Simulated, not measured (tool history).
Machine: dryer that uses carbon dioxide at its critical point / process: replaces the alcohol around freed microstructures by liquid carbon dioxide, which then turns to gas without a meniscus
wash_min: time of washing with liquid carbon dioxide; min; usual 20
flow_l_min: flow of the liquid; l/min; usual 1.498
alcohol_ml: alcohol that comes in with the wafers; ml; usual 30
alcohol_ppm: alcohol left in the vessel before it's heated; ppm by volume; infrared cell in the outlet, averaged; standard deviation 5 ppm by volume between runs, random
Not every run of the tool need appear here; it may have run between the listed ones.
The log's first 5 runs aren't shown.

run	hour	wash_min	flow_l_min	alcohol_ml	alcohol_ppm
6	185.0	18	1.498	30	189
7	208.8	18	1.498	30	204
8	252.3	18	1.498	30	188
9	275.5	18	1.498	30	200
10	313.3	16	1.498	30	229
11	344.9	20	1.498	73	218
12	378.9	20	1.498	30	205
13	417.3	20	1.498	30	217
14	466.0	20	1.498	30	211
15	513.2	20	1.498	30	229
16	548.2	20	1.498	30	225
17	574.8	20	1.730	30	219
18	627.5	20	1.730	30	228
19	654.4	20	1.730	30	226
20	685.5	20	1.730	30	245
21	715.1	18	1.498	30	238
# hour 737.1: inlet filter changed
22	756.7	20	1.498	36	259
23	799.0	20	1.498	30	246
24	850.6	20	1.498	30	259
25	901.5	20	1.498	30	257
26	928.1	14	1.498	33	318
27	975.7	29	1.280	113	278
28	1016.9	29	1.280	113	283
29	1039.5	23	1.320	24	265

For run 30, what comes out?
30	1067.5	23	1.320	24	?

Run 30 came out at alcohol_ppm 278 ppm by volume.
On a tool with no hidden condition, and with the same random variation, this run would have come out at alcohol_ppm 9 ppm by volume.
